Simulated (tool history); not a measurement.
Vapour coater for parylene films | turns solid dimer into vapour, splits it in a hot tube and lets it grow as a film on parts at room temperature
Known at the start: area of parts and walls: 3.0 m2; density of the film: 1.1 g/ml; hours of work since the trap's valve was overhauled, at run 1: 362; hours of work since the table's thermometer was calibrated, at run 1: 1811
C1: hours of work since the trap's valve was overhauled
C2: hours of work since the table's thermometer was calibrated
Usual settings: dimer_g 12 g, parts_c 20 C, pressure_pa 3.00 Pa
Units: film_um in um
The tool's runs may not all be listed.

{"run": 1, "day": 0.0, "dimer_g": 12, "parts_c": 20, "pressure_pa": 3.0, "C1": 362, "C2": 1811, "film_um": 2.33}
{"run": 2, "day": 1.304, "dimer_g": 12, "parts_c": 20, "pressure_pa": 3.0, "C1": 389, "C2": 1838, "film_um": 2.36}
{"run": 3, "day": 3.971, "dimer_g": 12, "parts_c": 20, "pressure_pa": 3.0, "C1": 443, "C2": 1893, "film_um": 2.35}
{"day": 4.758, "done": "trap's valve overhauled"}
{"run": 4, "day": 6.329, "dimer_g": 12, "parts_c": 20, "pressure_pa": 3.0, "C1": 32, "C2": 1938, "film_um": 2.3}
{"day": 7.442, "done": "table's thermometer calibrated"}
{"run": 5, "day": 8.708, "dimer_g": 10, "parts_c": 20, "pressure_pa": 3.0, "C1": 80, "C2": 26, "film_um": 1.98}
{"run": 6, "day": 9.871, "dimer_g": 21, "parts_c": 20, "pressure_pa": 3.0, "C1": 104, "C2": 50, "film_um": 4.16}
{"run": 7, "day": 12.396, "dimer_g": 12, "parts_c": 20, "pressure_pa": 5.58, "C1": 156, "C2": 102, "film_um": 2.03}
{"run": 8, "day": 14.754, "dimer_g": 12, "parts_c": 20, "pressure_pa": 3.0, "C1": 204, "C2": 150, "film_um": 2.31}
{"run": 9, "day": 16.304, "dimer_g": 12, "parts_c": 20, "pressure_pa": 3.0, "C1": 236, "C2": 182, "film_um": 2.37}
{"run": 10, "day": 17.971, "dimer_g": 12, "parts_c": 20, "pressure_pa": 3.0, "C1": 270, "C2": 216, "film_um": 2.35}
{"run": 11, "day": 19.979, "dimer_g": 12, "parts_c": 20, "pressure_pa": 3.0, "C1": 311, "C2": 257, "film_um": 2.41}
{"run": 12, "day": 21.904, "dimer_g": 12, "parts_c": 20, "pressure_pa": 3.0, "C1": 351, "C2": 297, "film_um": 2.38}
{"run": 13, "day": 23.079, "dimer_g": 12, "parts_c": 20, "pressure_pa": 3.0, "C1": 375, "C2": 321, "film_um": 2.38}
{"run": 14, "day": 24.512, "dimer_g": 13, "parts_c": 20, "pressure_pa": 3.0, "C1": 404, "C2": 350, "film_um": 2.49}
{"run": 15, "day": 26.288, "dimer_g": 5, "parts_c": 20, "pressure_pa": 3.0, "C1": 441, "C2": 386, "film_um": 1.01}
{"day": 27.142, "done": "trap's valve overhauled"}
{"run": 16, "day": 28.162, "dimer_g": 20, "parts_c": 20, "pressure_pa": 3.0, "C1": 21, "C2": 421, "film_um": 3.94}
{"run": 17, "day": 29.442, "dimer_g": 19, "parts_c": 15, "pressure_pa": 6.2, "C1": 47, "C2": 448, "film_um": 3.98}
{"run": 18, "day": 31.625, "dimer_g": 19, "parts_c": 13, "pressure_pa": 2.91, "C1": 92, "C2": 492, "film_um": 5.1}
{"run": 19, "day": 34.238, "dimer_g": 19, "parts_c": 20, "pressure_pa": 2.75, "C1": 145, "C2": 546, "film_um": 3.82}
{"run": 20, "day": 35.633, "dimer_g": 14, "parts_c": 27, "pressure_pa": 4.63, "C1": 174, "C2": 575, "film_um": 1.86}
{"run": 21, "day": 37.15, "dimer_g": 13, "parts_c": 30, "pressure_pa": 2.2, "C1": 205, "C2": 606, "film_um": 1.74}
{"run": 22, "day": 39.258, "dimer_g": 12, "parts_c": 20, "pressure_pa": 5.94, "C1": 248, "C2": 649, "film_um": 2.02}
{"run": 23, "day": 40.379, "dimer_g": 10, "parts_c": 19, "pressure_pa": 3.54, "C1": 271, "C2": 672, "film_um": 1.97}
{"run": 24, "day": 42.208, "dimer_g": 7, "parts_c": 17, "pressure_pa": 3.0, "C1": 309, "C2": 709, "film_um": 1.59}
{"run": 25, "day": 44.771, "dimer_g": 7, "parts_c": 14, "pressure_pa": 2.55, "C1": 361, "C2": 762, "film_um": 1.87}
{"run": 26, "day": 46.746, "dimer_g": 16, "parts_c": 15, "pressure_pa": 9.29, "C1": 402, "C2": 802, "film_um": 3.08}
{"day": 49.433, "done": "trap's valve overhauled"}
{"run": 27, "day": 49.433, "dimer_g": 12, "parts_c": 16, "pressure_pa": 3.0, "C1": 0, "C2": 854, "film_um": 2.77}

Forecast each of these 5 alternatives for the next run:
{"run": "A", "day": 51.762, "dimer_g": 6, "parts_c": 13, "pressure_pa": 4.1, "C1": 48, "C2": 902, "film_um": "?"}
{"run": "B", "day": 51.762, "dimer_g": 12, "parts_c": 31, "pressure_pa": 10.69, "C1": 48, "C2": 902, "film_um": "?"}
{"run": "C", "day": 51.762, "dimer_g": 12, "parts_c": 32, "pressure_pa": 5.14, "C1": 48, "C2": 902, "film_um": "?"}
{"run": "D", "day": 51.762, "dimer_g": 13, "parts_c": 18, "pressure_pa": 2.22, "C1": 48, "C2": 902, "film_um": "?"}
{"run": "E", "day": 51.762, "dimer_g": 12, "parts_c": 31, "pressure_pa": 9.83, "C1": 48, "C2": 902, "film_um": "?"}

run=A film_um=1.54
run=B film_um=1.07
run=C film_um=1.18
run=D film_um=2.98
run=E film_um=1.14
Without the tool's hidden state the same runs would have given:
run=A film_um=1.54
run=B film_um=1.07
run=C film_um=1.18
run=D film_um=2.99
run=E film_um=1.14

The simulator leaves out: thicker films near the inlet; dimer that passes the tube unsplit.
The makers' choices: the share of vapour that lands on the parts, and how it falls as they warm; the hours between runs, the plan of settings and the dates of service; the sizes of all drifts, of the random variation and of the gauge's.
